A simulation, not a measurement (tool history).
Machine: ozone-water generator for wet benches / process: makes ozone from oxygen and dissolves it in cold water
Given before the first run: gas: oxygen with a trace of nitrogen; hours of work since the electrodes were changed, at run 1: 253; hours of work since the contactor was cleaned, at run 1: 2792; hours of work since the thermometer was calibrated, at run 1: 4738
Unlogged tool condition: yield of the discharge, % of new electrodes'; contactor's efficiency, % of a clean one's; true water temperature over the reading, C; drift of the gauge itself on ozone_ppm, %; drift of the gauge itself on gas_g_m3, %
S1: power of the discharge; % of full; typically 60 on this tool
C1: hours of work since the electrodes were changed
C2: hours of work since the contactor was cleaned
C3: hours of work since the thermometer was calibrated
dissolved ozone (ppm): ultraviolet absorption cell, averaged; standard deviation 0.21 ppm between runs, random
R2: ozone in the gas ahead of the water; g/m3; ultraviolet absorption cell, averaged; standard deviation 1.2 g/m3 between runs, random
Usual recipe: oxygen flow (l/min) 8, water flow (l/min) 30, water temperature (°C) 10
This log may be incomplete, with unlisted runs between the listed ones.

Run 1, hour 0: usual settings; C1 253; C2 2792; C3 4738. Result: dissolved ozone (ppm) 31.4, R2 224.1 g/m3.
Run 2, hour 93.9: usual settings; C1 326; C2 2865; C3 4811. Result: dissolved ozone (ppm) 30.8, R2 224.4 g/m3.
Run 3, hour 163.4: usual settings; C1 380; C2 2919; C3 4865. Result: dissolved ozone (ppm) 31.4, R2 223.8 g/m3.
Run 4, hour 244.9: usual settings; C1 444; C2 2983; C3 4929. Result: dissolved ozone (ppm) 31.5, R2 226 g/m3.
Run 5, hour 341.1: usual settings; C1 519; C2 3058; C3 5004. Result: dissolved ozone (ppm) 31.2, R2 224.4 g/m3.
Run 6, hour 393.6: usual settings but water flow (l/min) 24; C1 560; C2 3099; C3 5045. Result: dissolved ozone (ppm) 37, R2 225.4 g/m3.
Run 7, hour 487.1: usual settings but water flow (l/min) 24; C1 632; C2 3171; C3 5117. Result: dissolved ozone (ppm) 37.3, R2 226.6 g/m3.
Run 8, hour 560.7: usual settings but oxygen flow (l/min) 4.31, water flow (l/min) 24; C1 690; C2 3229; C3 5175. Result: dissolved ozone (ppm) 37.6, R2 339.1 g/m3.
Run 9, hour 606.6: usual settings but oxygen flow (l/min) 4.31, water flow (l/min) 24; C1 725; C2 3264; C3 5210. Result: dissolved ozone (ppm) 38.6, R2 343.6 g/m3.
Run 10, hour 671.7: usual settings but oxygen flow (l/min) 4.31, water flow (l/min) 24; C1 776; C2 3315; C3 5261. Result: dissolved ozone (ppm) 38, R2 342.4 g/m3.
Run 11, hour 718.9: usual settings but S1 50 % of full, oxygen flow (l/min) 11.88, water flow (l/min) 24; C1 813; C2 3352; C3 5298. Result: dissolved ozone (ppm) 31, R2 155.9 g/m3.

Run 12 has not been measured yet. What should we expect?
Run 12, hour 783.3: usual settings but S1 50 % of full, oxygen flow (l/min) 11.88, water flow (l/min) 24; C1 863; C2 3402; C3 5348. Result: dissolved ozone (ppm) ?, R2 ?.

{"run 12": {"dissolved ozone (ppm)": 30.8, "R2": 155.1}}
Without the tool's hidden state the same run would have given dissolved ozone (ppm) 30.8, R2 153.8 g/m3.
